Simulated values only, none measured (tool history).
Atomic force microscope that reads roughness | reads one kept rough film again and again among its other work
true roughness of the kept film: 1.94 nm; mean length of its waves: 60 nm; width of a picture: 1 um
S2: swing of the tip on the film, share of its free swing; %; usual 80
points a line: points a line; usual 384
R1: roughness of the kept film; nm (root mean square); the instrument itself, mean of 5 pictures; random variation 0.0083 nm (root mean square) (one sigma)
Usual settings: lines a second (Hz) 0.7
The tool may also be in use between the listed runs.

Run 1, hour 0: usual settings. Result: R1 1.753 nm (root mean square).
At hour 35.6: new tip fitted.
Run 2, hour 55.1: usual settings but points a line 512. Result: R1 1.764 nm (root mean square).
Run 3, hour 94.7: usual settings but points a line 512. Result: R1 1.722 nm (root mean square).
At hour 108.6: new tip fitted.
Run 4, hour 133.4: usual settings but points a line 527. Result: R1 1.776 nm (root mean square).
Run 5, hour 162.6: usual settings but points a line 527. Result: R1 1.729 nm (root mean square).
At hour 181.9: new tip fitted.
Run 6, hour 231.8: usual settings but points a line 527. Result: R1 1.724 nm (root mean square).
At hour 252.5: new tip fitted.
Run 7, hour 284: usual settings. Result: R1 1.746 nm (root mean square).
At hour 324.9: new tip fitted.
Run 8, hour 341.7: usual settings but S2 56 %. Result: R1 1.828 nm (root mean square).
Run 9, hour 385.9: usual settings. Result: R1 1.719 nm (root mean square).
At hour 399.4: new tip fitted.
Run 10, hour 437.3: usual settings but points a line 266. Result: R1 1.739 nm (root mean square).
At hour 473.6: new tip fitted.
Run 11, hour 488.1: usual settings but points a line 266. Result: R1 1.767 nm (root mean square).
Run 12, hour 538.9: usual settings but points a line 898. Result: R1 1.711 nm (root mean square).
At hour 546.5: new tip fitted.
Run 13, hour 594.9: usual settings but points a line 898. Result: R1 1.74 nm (root mean square).
At hour 619: new tip fitted.
Run 14, hour 640.7: usual settings but points a line 898. Result: R1 1.746 nm (root mean square).
At hour 690.7: new tip fitted.
Run 15, hour 704.6: usual settings but lines a second (Hz) 1.888, S2 66 %, points a line 286. Result: R1 1.742 nm (root mean square).
At hour 761.7: new tip fitted.
Run 16, hour 764.9: usual settings but lines a second (Hz) 1.067, S2 70 %, points a line 739. Result: R1 1.8 nm (root mean square).
Run 17, hour 795.6: usual settings but lines a second (Hz) 0.508, points a line 547. Result: R1 1.775 nm (root mean square).
At hour 834.5: new tip fitted.
Run 18, hour 843.7: usual settings but lines a second (Hz) 2.982. Result: R1 1.545 nm (root mean square).
Run 19, hour 893.4: usual settings but S2 73 %. Result: R1 1.755 nm (root mean square).
At hour 899.8: height scale calibrated on a step standard.
At hour 908.1: new tip fitted.
Run 20, hour 929.2: usual settings but lines a second (Hz) 1.114, points a line 754. Result: R1 1.707 nm (root mean square).
At hour 983.4: new tip fitted.
Run 21, hour 995.2: usual settings but points a line 550. Result: R1 1.781 nm (root mean square).
Run 22, hour 1040.6: usual settings but lines a second (Hz) 1.906, S2 57 %, points a line 758. Result: R1 1.751 nm (root mean square).
At hour 1057.9: new tip fitted.
Run 23, hour 1070.6: usual settings but lines a second (Hz) 2.656, S2 57 %, points a line 758. Result: R1 1.768 nm (root mean square).
At hour 1074.9: height scale calibrated on a step standard, once more.
At hour 1131.7: new tip fitted.
Run 24, hour 1132.9: usual settings but lines a second (Hz) 0.891, S2 57 %, points a line 758. Result: R1 1.872 nm (root mean square).
At hour 1202.9: new tip fitted.
Run 25, hour 1202.9: usual settings but points a line 636. Result: R1 1.802 nm (root mean square).
Run 26, hour 1270.1: usual settings but lines a second (Hz) 0.826, S2 86 %, points a line 636. Result: R1 1.677 nm (root mean square).
At hour 1276.1: new tip fitted.
Run 27, hour 1310.6: usual settings but lines a second (Hz) 2.322, S2 77 %, points a line 406. Result: R1 1.622 nm (root mean square).

Forecast each of these 3 alternatives for the next run:
At hour 1348.3: new tip fitted.
Run A, hour 1348.3: usual settings but lines a second (Hz) 1.005, S2 77 %, points a line 406. Result: R1 ?.
At hour 1348.3: new tip fitted.
Run B, hour 1348.3: usual settings but lines a second (Hz) 2.322, S2 57 %, points a line 912. Result: R1 ?.
At hour 1348.3: new tip fitted.
Run C, hour 1348.3: usual settings but lines a second (Hz) 3.353, S2 75 %, points a line 566. Result: R1 ?.

run     R1
  A  1.776
  B  1.819
  C  1.597
Without the tool's hidden state the same runs would have given:
run     R1
  A  1.784
  B  1.827
  C  1.603
